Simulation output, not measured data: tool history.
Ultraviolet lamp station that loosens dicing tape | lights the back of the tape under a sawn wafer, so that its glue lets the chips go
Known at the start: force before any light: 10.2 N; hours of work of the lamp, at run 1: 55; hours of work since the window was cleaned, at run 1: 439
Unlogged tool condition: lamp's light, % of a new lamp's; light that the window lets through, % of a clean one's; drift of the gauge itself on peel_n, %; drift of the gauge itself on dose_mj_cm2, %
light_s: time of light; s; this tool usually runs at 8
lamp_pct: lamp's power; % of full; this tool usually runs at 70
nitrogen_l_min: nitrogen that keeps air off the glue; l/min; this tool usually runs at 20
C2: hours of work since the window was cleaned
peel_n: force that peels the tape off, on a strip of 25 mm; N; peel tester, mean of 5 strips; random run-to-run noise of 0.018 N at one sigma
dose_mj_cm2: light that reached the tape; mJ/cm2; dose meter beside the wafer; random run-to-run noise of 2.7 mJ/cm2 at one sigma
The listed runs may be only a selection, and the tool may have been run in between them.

{"run": 1, "hour": 0.0, "light_s": 8, "lamp_pct": 70, "nitrogen_l_min": 20, "hours of work of the lamp": 55, "C2": 439, "peel_n": 0.958, "dose_mj_cm2": 337}
{"run": 2, "hour": 6.6, "light_s": 8, "lamp_pct": 70, "nitrogen_l_min": 20, "hours of work of the lamp": 58, "C2": 442, "peel_n": 0.985, "dose_mj_cm2": 336}
{"run": 3, "hour": 15.4, "light_s": 8, "lamp_pct": 70, "nitrogen_l_min": 20, "hours of work of the lamp": 62, "C2": 446, "peel_n": 0.967, "dose_mj_cm2": 336}
{"run": 4, "hour": 25.2, "light_s": 8, "lamp_pct": 70, "nitrogen_l_min": 20, "hours of work of the lamp": 67, "C2": 450, "peel_n": 0.996, "dose_mj_cm2": 332}
{"run": 5, "hour": 32.6, "light_s": 8, "lamp_pct": 70, "nitrogen_l_min": 23, "hours of work of the lamp": 70, "C2": 454, "peel_n": 0.896, "dose_mj_cm2": 332}
{"hour": 33.8, "done": "window cleaned of glue's vapour"}
{"run": 6, "hour": 40.5, "light_s": 8, "lamp_pct": 94, "nitrogen_l_min": 20, "hours of work of the lamp": 73, "C2": 3, "peel_n": 0.527, "dose_mj_cm2": 435}
{"run": 7, "hour": 48.0, "light_s": 8, "lamp_pct": 94, "nitrogen_l_min": 12, "hours of work of the lamp": 77, "C2": 6, "peel_n": 0.871, "dose_mj_cm2": 428}
{"run": 8, "hour": 57.2, "light_s": 5, "lamp_pct": 90, "nitrogen_l_min": 20, "hours of work of the lamp": 81, "C2": 10, "peel_n": 1.619, "dose_mj_cm2": 256}
{"hour": 66.2, "done": "window cleaned of glue's vapour, once more"}
{"run": 9, "hour": 66.2, "light_s": 13, "lamp_pct": 81, "nitrogen_l_min": 34, "hours of work of the lamp": 84, "C2": 0, "peel_n": 0.18, "dose_mj_cm2": 644}
{"run": 10, "hour": 75.2, "light_s": 9, "lamp_pct": 81, "nitrogen_l_min": 34, "hours of work of the lamp": 88, "C2": 4, "peel_n": 0.337, "dose_mj_cm2": 447}
{"run": 11, "hour": 79.5, "light_s": 7, "lamp_pct": 67, "nitrogen_l_min": 29, "hours of work of the lamp": 90, "C2": 6, "peel_n": 1.028, "dose_mj_cm2": 292}
{"run": 12, "hour": 84.0, "light_s": 8, "lamp_pct": 72, "nitrogen_l_min": 20, "hours of work of the lamp": 92, "C2": 8, "peel_n": 0.852, "dose_mj_cm2": 354}
{"run": 13, "hour": 90.5, "light_s": 5, "lamp_pct": 72, "nitrogen_l_min": 19, "hours of work of the lamp": 95, "C2": 11, "peel_n": 2.117, "dose_mj_cm2": 224}

Here are 3 independent what-if runs from the current tool condition. What would each one return?
{"run": "A", "hour": 100.2, "light_s": 6, "lamp_pct": 81, "nitrogen_l_min": 6, "hours of work of the lamp": 100, "C2": 15, "peel_n": "?", "dose_mj_cm2": "?"}
{"run": "B", "hour": 100.2, "light_s": 8, "lamp_pct": 70, "nitrogen_l_min": 36, "hours of work of the lamp": 100, "C2": 15, "peel_n": "?", "dose_mj_cm2": "?"}
{"run": "C", "hour": 100.2, "light_s": 11, "lamp_pct": 98, "nitrogen_l_min": 7, "hours of work of the lamp": 100, "C2": 15, "peel_n": "?", "dose_mj_cm2": "?"}

run=A peel_n=2.774 dose_mj_cm2=296
run=B peel_n=0.608 dose_mj_cm2=343
run=C peel_n=0.540 dose_mj_cm2=659
Had the tool no hidden state, the same runs would have come out as:
run=A peel_n=2.652 dose_mj_cm2=306
run=B peel_n=0.561 dose_mj_cm2=355
run=C peel_n=0.500 dose_mj_cm2=682
